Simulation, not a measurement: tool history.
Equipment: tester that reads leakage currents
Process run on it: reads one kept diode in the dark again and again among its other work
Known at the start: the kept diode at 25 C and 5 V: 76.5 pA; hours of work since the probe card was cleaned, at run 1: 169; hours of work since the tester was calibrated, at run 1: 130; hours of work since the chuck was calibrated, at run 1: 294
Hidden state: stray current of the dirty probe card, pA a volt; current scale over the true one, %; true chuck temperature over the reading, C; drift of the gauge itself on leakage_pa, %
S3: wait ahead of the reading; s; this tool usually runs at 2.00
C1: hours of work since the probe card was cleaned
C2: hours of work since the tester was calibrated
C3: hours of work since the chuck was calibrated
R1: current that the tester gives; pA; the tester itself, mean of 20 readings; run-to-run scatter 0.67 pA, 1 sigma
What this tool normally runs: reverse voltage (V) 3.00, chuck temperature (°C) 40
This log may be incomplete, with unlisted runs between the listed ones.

{"run": 1, "hour": 0.0, "reverse voltage (V)": 3.0, "chuck temperature (°C)": 40, "S3": 2.0, "C1": 169, "C2": 130, "C3": 294, "R1": 216.25}
{"run": 2, "hour": 30.0, "reverse voltage (V)": 3.0, "chuck temperature (°C)": 40, "S3": 3.99, "C1": 182, "C2": 144, "C3": 307, "R1": 217.25}
{"run": 3, "hour": 58.5, "reverse voltage (V)": 3.0, "chuck temperature (°C)": 40, "S3": 3.99, "C1": 196, "C2": 157, "C3": 321, "R1": 215.09}
{"run": 4, "hour": 83.2, "reverse voltage (V)": 3.0, "chuck temperature (°C)": 40, "S3": 2.0, "C1": 207, "C2": 169, "C3": 332, "R1": 215.37}
{"run": 5, "hour": 99.3, "reverse voltage (V)": 3.0, "chuck temperature (°C)": 40, "S3": 2.0, "C1": 215, "C2": 176, "C3": 340, "R1": 215.88}
{"run": 6, "hour": 118.8, "reverse voltage (V)": 3.0, "chuck temperature (°C)": 40, "S3": 2.0, "C1": 224, "C2": 185, "C3": 349, "R1": 215.01}
{"run": 7, "hour": 143.3, "reverse voltage (V)": 3.0, "chuck temperature (°C)": 21, "S3": 2.0, "C1": 235, "C2": 197, "C3": 360, "R1": 43.36}
{"run": 8, "hour": 165.2, "reverse voltage (V)": 3.0, "chuck temperature (°C)": 21, "S3": 2.0, "C1": 245, "C2": 207, "C3": 370, "R1": 43.17}
{"run": 9, "hour": 186.6, "reverse voltage (V)": 3.0, "chuck temperature (°C)": 21, "S3": 2.0, "C1": 255, "C2": 217, "C3": 380, "R1": 43.48}
{"run": 10, "hour": 207.6, "reverse voltage (V)": 3.0, "chuck temperature (°C)": 33, "S3": 2.0, "C1": 265, "C2": 226, "C3": 390, "R1": 121.32}
{"run": 11, "hour": 227.7, "reverse voltage (V)": 3.0, "chuck temperature (°C)": 38, "S3": 3.03, "C1": 274, "C2": 236, "C3": 399, "R1": 182.28}
{"run": 12, "hour": 243.2, "reverse voltage (V)": 2.44, "chuck temperature (°C)": 23, "S3": 0.88, "C1": 282, "C2": 243, "C3": 407, "R1": 47.82}
{"run": 13, "hour": 258.6, "reverse voltage (V)": 2.44, "chuck temperature (°C)": 23, "S3": 0.88, "C1": 289, "C2": 250, "C3": 414, "R1": 48.0}
{"run": 14, "hour": 280.3, "reverse voltage (V)": 3.94, "chuck temperature (°C)": 27, "S3": 1.25, "C1": 299, "C2": 260, "C3": 424, "R1": 80.34}
{"run": 15, "hour": 306.3, "reverse voltage (V)": 4.04, "chuck temperature (°C)": 38, "S3": 1.25, "C1": 311, "C2": 272, "C3": 436, "R1": 202.19}
{"run": 16, "hour": 328.9, "reverse voltage (V)": 4.04, "chuck temperature (°C)": 38, "S3": 1.25, "C1": 321, "C2": 283, "C3": 446, "R1": 201.34}
{"run": 17, "hour": 349.8, "reverse voltage (V)": 12.11, "chuck temperature (°C)": 52, "S3": 1.25, "C1": 331, "C2": 292, "C3": 456, "R1": 870.57}

Same runs, no hidden state in the tool, same run-to-run variation:
run=1 R1=223.46
run=2 R1=224.76
run=3 R1=222.77
run=4 R1=223.28
run=5 R1=223.95
run=6 R1=223.21
run=7 R1=45.18
run=8 R1=45.03
run=9 R1=45.38
run=10 R1=126.55
run=11 R1=190.12
run=12 R1=50.04
run=13 R1=50.26
run=14 R1=84.10
run=15 R1=211.49
run=16 R1=210.76
run=17 R1=908.78
